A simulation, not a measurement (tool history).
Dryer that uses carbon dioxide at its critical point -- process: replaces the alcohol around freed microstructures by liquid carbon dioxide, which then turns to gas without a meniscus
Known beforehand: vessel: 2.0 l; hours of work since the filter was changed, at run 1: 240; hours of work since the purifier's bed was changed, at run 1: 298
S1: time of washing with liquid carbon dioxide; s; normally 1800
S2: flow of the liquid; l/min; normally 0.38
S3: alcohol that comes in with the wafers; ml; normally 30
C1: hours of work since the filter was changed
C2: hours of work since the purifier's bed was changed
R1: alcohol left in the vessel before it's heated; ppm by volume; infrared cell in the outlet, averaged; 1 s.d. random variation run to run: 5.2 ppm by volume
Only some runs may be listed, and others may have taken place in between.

| run | day | S1 | S2 | S3 | C1 | C2 | R1 |
|---|---|---|---|---|---|---|---|
| 1 | 0 | 1800 | 0.38 | 30 | 240 | 298 | 285 |
| 2 | 0.338 | 2760 | 0.38 | 30 | 244 | 303 | 181 |
| 3 | 0.654 | 1800 | 0.38 | 30 | 248 | 306 | 297 |
| 4 | 1.212 | 1800 | 0.38 | 30 | 254 | 313 | 302 |
| 5 | 1.546 | 1800 | 0.38 | 30 | 258 | 317 | 306 |
| 6 | 2.071 | 1800 | 0.38 | 30 | 265 | 323 | 315 |
| 7 | 2.375 | 1800 | 0.38 | 30 | 268 | 327 | 303 |
| 8 | 2.908 | 1800 | 0.38 | 30 | 275 | 333 | 318 |
| 9 | 3.488 | 2700 | 0.38 | 30 | 282 | 340 | 207 |
| 10 | 3.829 | 1800 | 0.38 | 30 | 286 | 344 | 321 |
| 11 | 4.088 | 1800 | 0.38 | 30 | 289 | 347 | 325 |
| 12 | 4.567 | 1800 | 0.38 | 30 | 295 | 353 | 324 |
| 13 | 5.075 | 1380 | 0.38 | 30 | 301 | 359 | 582 |
| 14 | 5.592 | 1380 | 0.38 | 30 | 307 | 365 | 618 |
| 15 | 5.883 | 1380 | 0.38 | 30 | 310 | 369 | 604 |
| 16 | 6.158 | 1380 | 0.38 | 30 | 314 | 372 | 596 |
| 17 | 6.754 | 1800 | 0.38 | 24 | 321 | 379 | 317 |
| 18 | 7.246 | 1800 | 0.38 | 24 | 327 | 385 | 325 |
| 19 | 7.638 | 1140 | 0.38 | 30 | 331 | 390 | 950 |
| 20 | 8.092 | 1140 | 0.38 | 30 | 337 | 395 | 979 |
| 21 | 8.6 | 1140 | 0.38 | 30 | 343 | 401 | 992 |
| 22 | 9.092 | 2040 | 0.391 | 92 | 349 | 407 | 417 |
| 23 | 9.45 | 2040 | 0.391 | 92 | 353 | 412 | 423 |
| 24 | 9.788 | 2340 | 0.391 | 92 | 357 | 416 | 321 |
| 25 | 10.071 | 1920 | 0.266 | 68 | 361 | 419 | 1343 |
| 26 | 10.662 | 1440 | 0.314 | 70 | 368 | 426 | 1864 |
| 27 | 10.954 | 1800 | 0.366 | 30 | 371 | 430 | 408 |
| 28 | 11.379 | 1800 | 0.366 | 30 | 376 | 435 | 400 |
| 29 | 11.938 | 1800 | 0.366 | 30 | 383 | 441 | 414 |
| 30 | 12.492 | 1800 | 0.366 | 30 | 390 | 448 | 417 |
| 31 | 12.967 | 1320 | 0.488 | 44 | 395 | 454 | 505 |
| 32 | 13.25 | 1380 | 0.38 | 30 | 399 | 457 | 667 |
| 33 | 13.767 | 1860 | 0.359 | 52 | 405 | 463 | 541 |
| 34 | 14.054 | 1860 | 0.359 | 52 | 408 | 467 | 533 |
| 35 | 14.492 | 1860 | 0.359 | 52 | 413 | 472 | 549 |
| 36 | 14.829 | 2760 | 0.237 | 41 | 418 | 476 | 546 |
| 37 | 15.288 | 1500 | 0.263 | 31 | 423 | 482 | 1406 |
| 38 | 15.621 | 1500 | 0.263 | 31 | 427 | 486 | 1422 |
| 39 | 16.033 | 1500 | 0.475 | 63 | 432 | 490 | 515 |

Alternative continuations, all from the tool just after run 39; predict every row:
| A | 16.512 | 2700 | 0.38 | 30 | 438 | 496 | ? |
| B | 16.512 | 1560 | 0.347 | 30 | 438 | 496 | ? |
| C | 16.512 | 1500 | 0.311 | 104 | 438 | 496 | ? |
| D | 16.512 | 1260 | 0.24 | 111 | 438 | 496 | ? |
| E | 16.512 | 1800 | 0.569 | 30 | 438 | 496 | ? |

| run | R1 |
|---|---|
| A | 282 |
| B | 665 |
| C | 2505 |
| D | 7850 |
| E | 286 |
Stripped of hidden state, with their random variation kept, the same runs would have yielded:
| run | R1 |
|---|---|
| A | 7 |
| B | 289 |
| C | 1738 |
| D | 6450 |
| E | 7 |

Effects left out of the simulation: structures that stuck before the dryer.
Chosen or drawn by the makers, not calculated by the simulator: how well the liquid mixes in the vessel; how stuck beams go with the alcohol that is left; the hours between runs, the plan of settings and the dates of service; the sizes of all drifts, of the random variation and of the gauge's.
